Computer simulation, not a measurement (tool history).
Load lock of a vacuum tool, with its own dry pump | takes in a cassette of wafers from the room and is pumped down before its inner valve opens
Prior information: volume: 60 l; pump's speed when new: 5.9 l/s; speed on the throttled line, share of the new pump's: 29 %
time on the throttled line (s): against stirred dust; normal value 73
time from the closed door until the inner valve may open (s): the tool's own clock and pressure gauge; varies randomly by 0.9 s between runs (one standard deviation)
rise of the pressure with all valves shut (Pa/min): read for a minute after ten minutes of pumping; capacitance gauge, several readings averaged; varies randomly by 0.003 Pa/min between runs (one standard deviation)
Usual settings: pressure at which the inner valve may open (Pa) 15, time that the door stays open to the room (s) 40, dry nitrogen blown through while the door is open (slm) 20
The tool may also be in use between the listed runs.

| run | day | time on the throttled line (s) | pressure at which the inner valve may open (Pa) | time that the door stays open to the room (s) | dry nitrogen blown through while the door is open (slm) | incoming humidity of the room's air, % | time from the closed door until the inner valve may open (s) | rise of the pressure with all valves shut (Pa/min) |
|---|---|---|---|---|---|---|---|---|
| 1 | 0.000 | 73 | 15 | 40 | 20 | 46.3 | 150.8 | 0.560 |
| 2 | 9.821 | 73 | 21 | 40 | 20 | 43.7 | 149.4 | 0.573 |
| 3 | 22.571 | 73 | 15 | 40 | 20 | 43.0 | 153.0 | 0.614 |
|  | 25.579 | door's seal changed, seat wiped |
| 4 | 30.146 | 73 | 15 | 40 | 20 | 46.5 | 152.9 | 0.023 |
| 5 | 37.825 | 73 | 15 | 40 | 20 | 48.3 | 151.7 | 0.028 |
| 6 | 45.033 | 73 | 15 | 40 | 20 | 43.3 | 153.4 | 0.027 |
| 7 | 59.850 | 73 | 15 | 40 | 20 | 45.3 | 154.1 | 0.040 |
| 8 | 74.525 | 73 | 15 | 40 | 5 | 39.8 | 151.6 | 0.052 |
| 9 | 84.754 | 73 | 15 | 40 | 20 | 43.9 | 153.3 | 0.054 |
| 10 | 92.829 | 73 | 15 | 40 | 20 | 45.8 | 153.4 | 0.058 |
| 11 | 107.350 | 73 | 15 | 40 | 20 | 45.0 | 152.0 | 0.070 |
| 12 | 118.729 | 119 | 15 | 40 | 20 | 45.1 | 184.0 | 0.080 |
| 13 | 129.146 | 119 | 15 | 40 | 20 | 44.0 | 184.3 | 0.093 |
| 14 | 138.708 | 73 | 15 | 223 | 20 | 42.1 | 154.5 | 0.133 |
| 15 | 146.083 | 73 | 15 | 223 | 20 | 44.1 | 155.4 | 0.140 |
| 16 | 161.167 | 73 | 15 | 223 | 42 | 43.4 | 155.6 | 0.146 |
| 17 | 175.246 | 73 | 15 | 25 | 20 | 47.3 | 155.2 | 0.149 |
| 18 | 182.829 | 73 | 15 | 25 | 20 | 47.8 | 157.4 | 0.158 |
| 19 | 193.192 | 73 | 15 | 25 | 20 | 44.3 | 158.1 | 0.175 |
| 20 | 205.029 | 73 | 21 | 40 | 22 | 43.0 | 152.1 | 0.183 |
| 21 | 218.475 | 73 | 21 | 40 | 22 | 39.5 | 153.5 | 0.201 |
| 22 | 230.917 | 73 | 21 | 40 | 22 | 46.4 | 153.9 | 0.233 |
| 23 | 242.008 | 73 | 21 | 165 | 22 | 45.8 | 152.2 | 0.269 |
| 24 | 248.388 | 62 | 21 | 165 | 7 | 38.1 | 145.9 | 0.288 |
| 25 | 255.179 | 73 | 15 | 78 | 20 | 47.5 | 155.9 | 0.277 |
| 26 | 270.396 | 73 | 15 | 78 | 20 | 40.9 | 158.9 | 0.301 |
| 27 | 281.812 | 114 | 15 | 40 | 20 | 47.1 | 183.7 | 0.316 |
| 28 | 290.688 | 55 | 18 | 44 | 25 | 43.1 | 145.1 | 0.329 |
| 29 | 300.496 | 51 | 24 | 238 | 29 | 41.7 | 139.9 | 0.360 |
| 30 | 310.279 | 51 | 24 | 238 | 29 | 46.1 | 140.0 | 0.389 |
| 31 | 323.492 | 121 | 10 | 238 | 4 | 42.6 | 196.6 | 0.448 |
| 32 | 333.638 | 57 | 10 | 238 | 9 | 44.3 | 154.5 | 0.458 |
| 33 | 345.825 | 51 | 27 | 47 | 7 | 45.3 | 139.9 | 0.448 |
| 34 | 352.600 | 51 | 27 | 47 | 7 | 45.3 | 139.1 | 0.467 |
|  | 357.550 | dry pump taken out, an overhauled one fitted |
| 35 | 364.108 | 102 | 27 | 180 | 10 | 47.4 | 156.5 | 0.526 |
| 36 | 378.288 | 62 | 13 | 40 | 20 | 42.5 | 137.4 | 0.505 |
| 37 | 386.879 | 103 | 17 | 58 | 39 | 45.2 | 163.1 | 0.529 |

Predict each of these 4 candidate next runs independently; none follows another, all start after run 37:
| A | 398.171 | 130 | 17 | 161 | 45 | 39.9 | ? | ? |
| B | 398.171 | 68 | 14 | 58 | 4 | 49.0 | ? | ? |
| C | 398.171 | 73 | 18 | 40 | 11 | 46.3 | ? | ? |
| D | 398.171 | 72 | 17 | 78 | 39 | 43.9 | ? | ? |

| run | time from the closed door until the inner valve may open (s) | rise of the pressure with all valves shut (Pa/min) |
|---|---|---|
| A | 182.9 | 0.564 |
| B | 141.1 | 0.564 |
| C | 141.3 | 0.553 |
| D | 141.0 | 0.555 |
Had the tool no hidden state, the same runs would have come out as:
| run | time from the closed door until the inner valve may open (s) | rise of the pressure with all valves shut (Pa/min) |
|---|---|---|
| A | 181.4 | 0.027 |
| B | 138.9 | 0.038 |
| C | 139.2 | 0.024 |
| D | 139.1 | 0.018 |
